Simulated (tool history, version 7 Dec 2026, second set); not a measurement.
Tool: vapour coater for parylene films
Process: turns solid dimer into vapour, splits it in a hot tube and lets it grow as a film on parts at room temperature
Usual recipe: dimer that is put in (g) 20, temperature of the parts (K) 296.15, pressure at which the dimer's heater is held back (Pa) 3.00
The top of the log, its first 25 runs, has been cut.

| run | hour | dimer that is put in (g) | temperature of the parts (K) | pressure at which the dimer's heater is held back (Pa) | thickness of the film (µm) |
|---|---|---|---|---|---|
| 26 | 314.1 | 20 | 296.15 | 5.26 | 3.35 |
| 27 | 323.5 | 20 | 296.15 | 5.26 | 3.37 |
| 28 | 340.0 | 20 | 295.15 | 2.29 | 3.79 |
| 29 | 354.1 | 13 | 296.15 | 3.00 | 2.31 |
| 30 | 363.3 | 8 | 297.15 | 3.00 | 1.37 |
| 31 | 377.5 | 8 | 294.15 | 5.47 | 1.42 |
| 32 | 391.7 | 10 | 299.15 | 2.48 | 1.62 |
| 33 | 405.5 | 20 | 296.15 | 2.01 | 3.68 |
| 34 | 423.5 | 20 | 296.15 | 2.01 | 3.65 |
| 35 | 435.1 | 20 | 296.15 | 2.01 | 3.66 |
| 36 | 444.4 | 19 | 291.15 | 4.27 | 3.85 |
| 37 | 455.7 | 19 | 291.15 | 4.27 | 3.85 |
| 38 | 466.6 | 19 | 291.15 | 4.27 | 3.84 |
|  | 481.1 | trap's valve overhauled |
| 39 | 483.3 | 19 | 292.15 | 5.34 | 3.80 |
| 40 | 491.3 | 25 | 300.15 | 3.78 | 3.87 |
| 41 | 506.7 | 25 | 300.15 | 3.78 | 3.89 |
| 42 | 521.0 | 11 | 295.15 | 2.28 | 2.15 |
| 43 | 531.2 | 20 | 296.15 | 3.96 | 3.55 |
| 44 | 538.9 | 20 | 296.15 | 3.96 | 3.55 |
| 45 | 549.1 | 25 | 299.15 | 6.31 | 3.79 |
| 46 | 563.4 | 19 | 291.15 | 8.49 | 3.72 |

Below are 5 alternative next runs, each starting from the tool's condition after run 46. Predict each:
| A | 581.3 | 26 | 294.15 | 11.85 | ? |
| B | 581.3 | 14 | 308.15 | 4.24 | ? |
| C | 581.3 | 13 | 295.15 | 6.09 | ? |
| D | 581.3 | 33 | 302.15 | 2.37 | ? |
| E | 581.3 | 9 | 291.15 | 8.55 | ? |

| run | thickness of the film (µm) |
|---|---|
| A | 4.38 |
| B | 1.59 |
| C | 2.27 |
| D | 4.94 |
| E | 1.76 |
With no hidden state in the tool, these same runs would have given:
| run | thickness of the film (µm) |
|---|---|
| A | 4.44 |
| B | 1.61 |
| C | 2.30 |
| D | 5.00 |
| E | 1.78 |
